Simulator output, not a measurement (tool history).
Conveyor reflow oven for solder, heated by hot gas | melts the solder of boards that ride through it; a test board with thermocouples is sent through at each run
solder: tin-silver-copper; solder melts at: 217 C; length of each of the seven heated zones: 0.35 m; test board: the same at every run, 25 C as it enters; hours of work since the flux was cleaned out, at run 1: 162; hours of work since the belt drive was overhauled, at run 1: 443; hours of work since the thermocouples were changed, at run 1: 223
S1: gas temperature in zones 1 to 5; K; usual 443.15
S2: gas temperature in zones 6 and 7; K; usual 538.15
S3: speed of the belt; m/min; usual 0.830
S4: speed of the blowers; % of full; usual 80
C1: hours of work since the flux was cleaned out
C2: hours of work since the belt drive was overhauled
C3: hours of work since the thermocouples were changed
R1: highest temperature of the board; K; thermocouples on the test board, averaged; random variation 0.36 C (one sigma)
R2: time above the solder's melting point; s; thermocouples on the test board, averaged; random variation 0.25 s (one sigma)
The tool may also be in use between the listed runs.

run 1 hour=0.0 | S1=443.15 S2=538.15 S3=0.830 S4=80 | C1=162 C2=443 C3=223 | R1=519.35 R2=32.6
run 2 hour=27.9 | S1=443.15 S2=538.15 S3=0.830 S4=80 | C1=182 C2=463 C3=243 | R1=518.55 R2=32.5
run 3 hour=47.0 | S1=443.15 S2=538.15 S3=0.830 S4=80 | C1=196 C2=477 C3=257 | R1=518.85 R2=32.9
run 4 hour=75.1 | S1=443.15 S2=538.15 S3=0.818 S4=80 | C1=216 C2=497 C3=277 | R1=518.95 R2=33.6
run 5 hour=104.9 | S1=443.15 S2=538.15 S3=0.818 S4=80 | C1=237 C2=519 C3=299 | R1=518.85 R2=33.6
run 6 hour=133.3 | S1=448.15 S2=538.15 S3=0.818 S4=80 | C1=258 C2=539 C3=319 | R1=520.35 R2=35.0
run 7 hour=150.4 | S1=448.15 S2=538.15 S3=0.818 S4=80 | C1=270 C2=551 C3=331 | R1=520.25 R2=35.6
run 8 hour=177.9 | S1=448.15 S2=538.15 S3=0.887 S4=80 | C1=290 C2=571 C3=351 | R1=517.65 R2=30.7
run 9 hour=199.8 | S1=448.15 S2=538.15 S3=0.887 S4=80 | C1=305 C2=587 C3=367 | R1=517.25 R2=31.0
-- hour=213.2 flux residue cleaned out of gas plates and filters
run 10 hour=228.4 | S1=453.15 S2=538.15 S3=0.887 S4=80 | C1=11 C2=604 C3=384 | R1=518.55 R2=32.3
run 11 hour=252.4 | S1=453.15 S2=538.15 S3=0.887 S4=80 | C1=28 C2=621 C3=401 | R1=518.45 R2=32.5
run 12 hour=267.2 | S1=453.15 S2=538.15 S3=0.887 S4=80 | C1=39 C2=632 C3=412 | R1=518.65 R2=33.0
run 13 hour=293.5 | S1=453.15 S2=538.15 S3=0.887 S4=80 | C1=58 C2=651 C3=431 | R1=518.45 R2=32.7
run 14 hour=311.3 | S1=453.15 S2=538.15 S3=0.887 S4=80 | C1=71 C2=664 C3=443 | R1=518.75 R2=32.6
run 15 hour=325.8 | S1=453.15 S2=538.15 S3=0.887 S4=80 | C1=81 C2=674 C3=454 | R1=518.65 R2=32.9
run 16 hour=353.9 | S1=453.15 S2=538.15 S3=0.887 S4=80 | C1=101 C2=694 C3=474 | R1=518.65 R2=32.4
run 17 hour=374.7 | S1=453.15 S2=538.15 S3=0.887 S4=80 | C1=116 C2=709 C3=489 | R1=518.95 R2=32.7
run 18 hour=388.4 | S1=453.15 S2=530.15 S3=0.887 S4=56 | C1=126 C2=719 C3=499 | R1=508.25 R2=24.3
run 19 hour=417.4 | S1=443.15 S2=531.15 S3=0.830 S4=80 | C1=147 C2=740 C3=520 | R1=513.15 R2=29.5
run 20 hour=433.8 | S1=443.15 S2=531.15 S3=0.830 S4=80 | C1=159 C2=752 C3=531 | R1=513.85 R2=28.6
run 21 hour=448.9 | S1=443.15 S2=538.15 S3=0.750 S4=80 | C1=169 C2=762 C3=542 | R1=522.65 R2=39.5
run 22 hour=466.4 | S1=448.15 S2=546.15 S3=0.730 S4=84 | C1=182 C2=775 C3=555 | R1=531.65 R2=46.5
run 23 hour=495.3 | S1=448.15 S2=546.15 S3=0.730 S4=84 | C1=203 C2=796 C3=576 | R1=531.05 R2=46.7
run 24 hour=513.1 | S1=448.15 S2=540.15 S3=0.803 S4=84 | C1=215 C2=808 C3=588 | R1=523.85 R2=38.3
run 25 hour=528.7 | S1=448.15 S2=540.15 S3=0.803 S4=84 | C1=227 C2=820 C3=600 | R1=523.25 R2=38.1
run 26 hour=551.6 | S1=443.15 S2=550.15 S3=0.692 S4=80 | C1=243 C2=836 C3=616 | R1=535.55 R2=49.7
run 27 hour=578.1 | S1=443.15 S2=538.15 S3=0.862 S4=74 | C1=262 C2=855 C3=635 | R1=516.95 R2=30.2
run 28 hour=596.8 | S1=443.15 S2=538.15 S3=0.862 S4=74 | C1=276 C2=869 C3=648 | R1=516.55 R2=29.6
run 29 hour=617.2 | S1=443.15 S2=538.15 S3=0.870 S4=80 | C1=290 C2=883 C3=663 | R1=516.85 R2=30.1
run 30 hour=632.7 | S1=443.15 S2=538.15 S3=0.925 S4=68 | C1=301 C2=894 C3=674 | R1=513.05 R2=24.5
-- hour=650.8 flux residue cleaned out of gas plates and filters
run 31 hour=661.8 | S1=443.15 S2=538.15 S3=0.830 S4=63 | C1=8 C2=912 C3=692 | R1=515.55 R2=30.6

Forecast each of these 4 alternatives for the next run:
run A hour=687.1 | S1=436.15 S2=550.15 S3=0.830 S4=64 | C1=26 C2=930 C3=710 | R1=? R2=?
run B hour=687.1 | S1=431.15 S2=538.15 S3=0.830 S4=80 | C1=26 C2=930 C3=710 | R1=? R2=?
run C hour=687.1 | S1=443.15 S2=538.15 S3=0.682 S4=80 | C1=26 C2=930 C3=710 | R1=? R2=?
run D hour=687.1 | S1=433.15 S2=538.15 S3=0.836 S4=73 | C1=26 C2=930 C3=710 | R1=? R2=?

run=A R1=524.25 R2=34.1
run=B R1=516.35 R2=29.5
run=C R1=524.55 R2=45.0
run=D R1=515.75 R2=28.2
Without the tool's hidden state the same runs would have given:
run=A R1=524.35 R2=34.0
run=B R1=516.35 R2=29.5
run=C R1=524.55 R2=45.0
run=D R1=515.75 R2=28.2
